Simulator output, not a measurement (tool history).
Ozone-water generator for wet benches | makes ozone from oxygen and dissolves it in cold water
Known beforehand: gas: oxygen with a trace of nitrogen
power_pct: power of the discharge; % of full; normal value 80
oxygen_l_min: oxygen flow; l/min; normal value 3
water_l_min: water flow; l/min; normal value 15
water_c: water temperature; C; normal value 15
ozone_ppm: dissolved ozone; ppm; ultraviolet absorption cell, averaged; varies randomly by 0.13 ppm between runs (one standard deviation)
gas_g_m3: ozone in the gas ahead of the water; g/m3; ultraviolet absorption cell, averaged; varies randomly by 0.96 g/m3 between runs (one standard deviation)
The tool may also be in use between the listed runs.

run,hour,power_pct,oxygen_l_min,water_l_min,water_c,ozone_ppm,gas_g_m3
1,0,80,3,15,15,12.6,162
2,36,80,3,22,15,8.1,161.1
3,83.9,80,3,22,15,8,162.3
4,129.4,80,3,22,15,8,161.1
5,153,80,3,22,15,8.1,159.9
6,196.5,80,3,10,15,19.1,160.9
7,226.3,80,3,15,15,12.8,161.2
8,272.6,50,3,12,18,11.8,123.3
9,297.9,79,3,17,17,10.6,159.2
# hour 302: water thermometer calibrated
10,332.8,94,1.75,17,9,11.3,233.1
11,366.8,55,3,10,15,15.5,130.1
12,401.9,60,2.82,21,15,7.1,141.8
# hour 423.4: water thermometer calibrated, once more
13,443.5,60,2.82,21,15,7.2,141.3
14,469.8,84,2.53,15,11,13.2,181

5 ways to go on from here, each from the tool as it stands after run 14. What would each give?
A,518.8,80,2.7,15,15,?,?
B,518.8,81,2.73,15,12,?,?
C,518.8,44,3,15,15,?,?
D,518.8,80,1.93,22,15,?,?
E,518.8,67,2.64,21,15,?,?

run,ozone_ppm,gas_g_m3
A,12.5,170.2
B,13.2,169.4
C,9.3,114.5
D,7.3,204.7
E,7.4,153.3
Without the tool's unlogged condition, the same runs would have read:
run,ozone_ppm,gas_g_m3
A,13.2,173.5
B,13.9,172.7
C,9.7,116
D,7.7,208.6
E,7.8,155.9

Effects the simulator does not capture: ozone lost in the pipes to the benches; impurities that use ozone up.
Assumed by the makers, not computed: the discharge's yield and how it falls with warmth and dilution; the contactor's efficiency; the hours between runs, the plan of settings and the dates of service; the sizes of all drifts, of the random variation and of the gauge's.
